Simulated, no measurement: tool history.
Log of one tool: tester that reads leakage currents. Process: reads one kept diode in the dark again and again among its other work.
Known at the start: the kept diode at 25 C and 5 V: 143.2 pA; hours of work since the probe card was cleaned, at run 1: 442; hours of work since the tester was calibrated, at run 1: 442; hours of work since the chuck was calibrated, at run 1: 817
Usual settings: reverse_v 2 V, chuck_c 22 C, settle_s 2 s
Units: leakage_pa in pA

run    hour  reverse_v  chuck_c  settle_s  hours of work since the probe card was cleaned  hours of work since the tester was calibrated  hours of work since the chuck was calibrated  leakage_pa
  1       0          2       22         2                                             442                                            442                                           817       70.63
  2    70.7          2       22         2                                             489                                            489                                           864       71.02
  3   122.4          2       22         2                                             524                                            524                                           899       71.57
  4   187.8          2       22         2                                             568                                            568                                           943       71.78
  5     255          2       22         2                                             613                                            613                                           988       72.31
  6   315.1          2       22         2                                             654                                            654                                          1029       72.45
  7     368          2       22         2                                             689                                            689                                          1064       73.04
  8   403.9          2       22         2                                             714                                            714                                          1089       73.22
  9   486.8       3.36       22         2                                             769                                            769                                          1144       97.79
 10   553.1       3.36       22         2                                             814                                            814                                          1189       97.94
 11   613.6       6.17       22         2                                             855                                            855                                          1230      137.99
 12   647.9          2       22         2                                             878                                            878                                          1253       74.63
 13     728          2       22         2                                             932                                            932                                          1307       74.82
 14   808.6       2.71       42      1.78                                             986                                            986                                          1361      540.95
 15   848.8      14.85       43      4.97                                            1013                                           1013                                          1388     1479.99
 16   891.5      14.85       43      4.97                                            1042                                           1042                                          1417     1480.48
 17   927.2      14.85       43      4.97                                            1066                                           1066                                          1441     1485.01
 18   996.4      14.85       48       4.9                                            1112                                           1112                                          1487     2241.89
 19  1057.1       4.28       22      4.29                                            1153                                           1153                                          1528      116.93
 20  1098.1        7.3       23         2                                            1181                                           1181                                          1556       174.1
 21  1169.6        7.3       23         2                                            1229                                           1229                                          1604      174.04
 22  1231.1        7.3       23      0.42                                            1270                                           1270                                          1645      179.15
       1270  -- probe card cleaned and baked
 23  1305.6       5.33       29      0.65                                              24                                           1318                                          1693      250.91
 24  1349.2       9.12       36         2                                              53                                           1348                                          1723      634.44
 25    1400      10.14       20         2                                              87                                           1382                                          1757       151.2
 26  1470.1       9.34       44      7.34                                             135                                           1429                                          1804     1279.39

Forecast each of these 5 alternatives for the next run:
  A  1533.5      18.72       48      0.53                                             177                                           1472                                          1847           ?
  B  1533.5       1.85       25       4.7                                             177                                           1472                                          1847           ?
  C  1533.5      18.77       50      4.63                                             177                                           1472                                          1847           ?
  D  1533.5          2       22      5.48                                             177                                           1472                                          1847           ?
  E  1533.5       1.16       22         2                                             177                                           1472                                          1847           ?

run  leakage_pa
  A     2610.13
  B       98.71
  C     3068.13
  D       77.12
  E       57.05
Without the tool's hidden state the same runs would have given:
run  leakage_pa
  A     2282.38
  B       84.25
  C     2686.89
  D       65.53
  E       48.52
